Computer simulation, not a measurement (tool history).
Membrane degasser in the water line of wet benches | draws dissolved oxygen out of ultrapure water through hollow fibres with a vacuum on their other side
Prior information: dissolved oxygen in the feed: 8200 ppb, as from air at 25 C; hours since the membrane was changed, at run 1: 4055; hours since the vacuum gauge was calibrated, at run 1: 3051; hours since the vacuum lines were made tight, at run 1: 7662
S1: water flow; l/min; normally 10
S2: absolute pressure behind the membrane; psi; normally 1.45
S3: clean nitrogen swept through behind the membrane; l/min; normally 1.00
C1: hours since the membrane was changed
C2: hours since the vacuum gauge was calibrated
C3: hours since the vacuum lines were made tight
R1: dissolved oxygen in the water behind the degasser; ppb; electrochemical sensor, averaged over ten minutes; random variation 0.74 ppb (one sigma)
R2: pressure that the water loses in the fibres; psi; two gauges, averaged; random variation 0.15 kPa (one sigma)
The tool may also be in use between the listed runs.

run    hour  S1    S2    S3    C1    C2    C3     R1     R2
  1     0.0  10  1.45  1.00  4055  3051  7662  163.5  4.118
  2    70.9  13  1.45  1.00  4126  3122  7733  218.5  5.382
  3   158.0  13  1.45  1.00  4213  3209  7820  217.7  5.398
  4   267.2  13  1.45  1.00  4322  3318  7929  219.1  5.394
  5   377.4  10  1.45  1.00  4432  3428  8039  163.0  4.154
      481.0  -- seals of the vacuum lines changed
  6   502.1  10  1.45  1.44  4555  3551    21  117.5  4.154
  7   581.5  10  1.45  1.44  4634  3630   100  114.8  4.152
  8   693.3  15  1.26  1.44  4746  3742   212  168.4  6.209
  9   747.8  10  1.45  1.96  4800  3796   267   87.4  4.136
 10   828.7  10  1.45  1.22  4881  3877   348  135.4  4.192
 11   957.2   8  1.45  0.54  5010  4006   476  227.4  3.330
 12  1043.8  10  1.45  2.18  5096  4092   563   80.6  4.155
     1118.7  -- vacuum gauge calibrated
 13  1149.3   7  3.57  1.00  5201    31   668  351.1  2.946

Here are 4 independent what-if runs from the current tool condition. What would each one return?
  A  1263.1  10  1.45  0.89  5315  144  782   ?   ?
  B  1263.1   9  1.52  1.00  5315  144  782   ?   ?
  C  1263.1   7  1.15  1.20  5315  144  782   ?   ?
  D  1263.1  15  1.73  0.95  5315  144  782   ?   ?

run     R1     R2
  A  180.6  4.150
  B  156.9  3.746
  C   67.0  2.849
  D  338.7  6.205
Take away the tool's hidden state, keep each run's random variation, and the runs would have read:
run     R1     R2
  A  180.6  4.145
  B  156.9  3.743
  C   67.0  2.846
  D  338.5  6.197
